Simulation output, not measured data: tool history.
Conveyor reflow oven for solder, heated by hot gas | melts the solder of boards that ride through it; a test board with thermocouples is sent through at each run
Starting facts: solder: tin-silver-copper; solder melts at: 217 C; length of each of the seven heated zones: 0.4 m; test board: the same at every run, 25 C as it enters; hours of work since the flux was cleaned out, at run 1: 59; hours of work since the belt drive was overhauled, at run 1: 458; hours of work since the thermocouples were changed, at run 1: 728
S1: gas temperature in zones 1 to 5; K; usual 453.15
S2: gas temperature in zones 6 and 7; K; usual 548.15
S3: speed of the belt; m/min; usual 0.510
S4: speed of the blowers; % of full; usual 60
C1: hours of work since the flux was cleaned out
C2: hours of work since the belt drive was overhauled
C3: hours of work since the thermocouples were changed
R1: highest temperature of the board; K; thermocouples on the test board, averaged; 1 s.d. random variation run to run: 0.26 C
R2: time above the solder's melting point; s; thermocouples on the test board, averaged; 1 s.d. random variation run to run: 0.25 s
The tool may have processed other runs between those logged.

| run | day | S1 | S2 | S3 | S4 | C1 | C2 | C3 | R1 | R2 |
|---|---|---|---|---|---|---|---|---|---|---|
| 1 | 0.000 | 453.15 | 548.15 | 0.510 | 60 | 59 | 458 | 728 | 534.45 | 80.9 |
| 2 | 1.192 | 453.15 | 548.15 | 0.510 | 60 | 74 | 473 | 743 | 534.35 | 80.6 |
| 3 | 2.925 | 453.15 | 548.15 | 0.510 | 60 | 96 | 495 | 765 | 534.95 | 80.6 |
| 4 | 4.808 | 453.15 | 548.15 | 0.426 | 60 | 120 | 519 | 789 | 539.65 | 102.1 |
| 5 | 6.304 | 453.15 | 548.15 | 0.510 | 60 | 139 | 538 | 808 | 534.25 | 81.3 |
| 6 | 7.962 | 453.15 | 550.15 | 0.510 | 60 | 160 | 559 | 830 | 536.45 | 82.7 |
| 7 | 10.158 | 453.15 | 550.15 | 0.510 | 60 | 188 | 587 | 858 | 536.15 | 82.6 |
| 8 | 11.412 | 453.15 | 550.15 | 0.510 | 60 | 204 | 603 | 874 | 535.85 | 82.3 |
| 9 | 13.121 | 453.15 | 550.15 | 0.510 | 60 | 226 | 625 | 896 | 536.25 | 82.7 |
| 10 | 14.325 | 453.15 | 550.15 | 0.510 | 60 | 242 | 641 | 911 | 535.75 | 82.5 |
| 11 | 16.925 | 453.15 | 550.15 | 0.510 | 60 | 275 | 674 | 944 | 535.85 | 82.2 |
| 12 | 18.950 | 453.15 | 550.15 | 0.510 | 60 | 301 | 700 | 970 | 535.55 | 82.0 |
| 13 | 21.288 | 453.15 | 551.15 | 0.510 | 76 | 331 | 729 | 1000 | 540.05 | 85.3 |
|  | 22.925 | flux residue cleaned out of gas plates and filters |
| 14 | 23.738 | 453.15 | 548.15 | 0.604 | 72 | 10 | 758 | 1029 | 533.65 | 68.0 |
| 15 | 26.000 | 443.15 | 548.15 | 0.413 | 60 | 39 | 787 | 1057 | 540.65 | 101.4 |
| 16 | 27.725 | 454.15 | 543.15 | 0.413 | 60 | 61 | 809 | 1079 | 537.55 | 105.5 |
| 17 | 29.250 | 450.15 | 551.15 | 0.447 | 68 | 81 | 829 | 1099 | 544.25 | 99.3 |
| 18 | 30.946 | 467.15 | 544.15 | 0.590 | 68 | 102 | 850 | 1121 | 532.25 | 75.7 |
|  | 32.112 | belt drive overhauled, speed set with a stopwatch |
| 19 | 32.596 | 453.15 | 548.15 | 0.510 | 86 | 121 | 6 | 1140 | 540.15 | 84.4 |
| 20 | 35.354 | 453.15 | 547.15 | 0.568 | 60 | 157 | 41 | 1175 | 530.55 | 68.2 |
| 21 | 38.154 | 453.15 | 547.15 | 0.568 | 60 | 192 | 77 | 1211 | 530.35 | 68.3 |
| 22 | 39.579 | 449.15 | 547.15 | 0.521 | 66 | 211 | 95 | 1229 | 534.05 | 76.5 |
| 23 | 40.900 | 453.15 | 539.15 | 0.478 | 57 | 227 | 112 | 1246 | 528.25 | 80.5 |

5 options for the next run, each taken on its own from the tool as it stands now. Forecast them:
| A | 42.658 | 439.15 | 560.15 | 0.434 | 57 | 250 | 135 | 1268 | ? | ? |
| B | 42.658 | 452.15 | 539.15 | 0.415 | 90 | 250 | 135 | 1268 | ? | ? |
| C | 42.658 | 453.15 | 548.15 | 0.429 | 60 | 250 | 135 | 1268 | ? | ? |
| D | 42.658 | 453.15 | 536.15 | 0.526 | 60 | 250 | 135 | 1268 | ? | ? |
| E | 42.658 | 464.15 | 539.15 | 0.592 | 75 | 250 | 135 | 1268 | ? | ? |

| run | R1 | R2 |
|---|---|---|
| A | 548.25 | 97.7 |
| B | 536.25 | 102.1 |
| C | 540.35 | 100.5 |
| D | 523.55 | 68.9 |
| E | 527.65 | 69.2 |
With the hidden condition removed and each run's random variation left untouched, the same runs would have given:
| run | R1 | R2 |
|---|---|---|
| A | 546.15 | 96.1 |
| B | 533.55 | 100.7 |
| C | 537.95 | 98.8 |
| D | 521.75 | 67.6 |
| E | 525.95 | 68.3 |
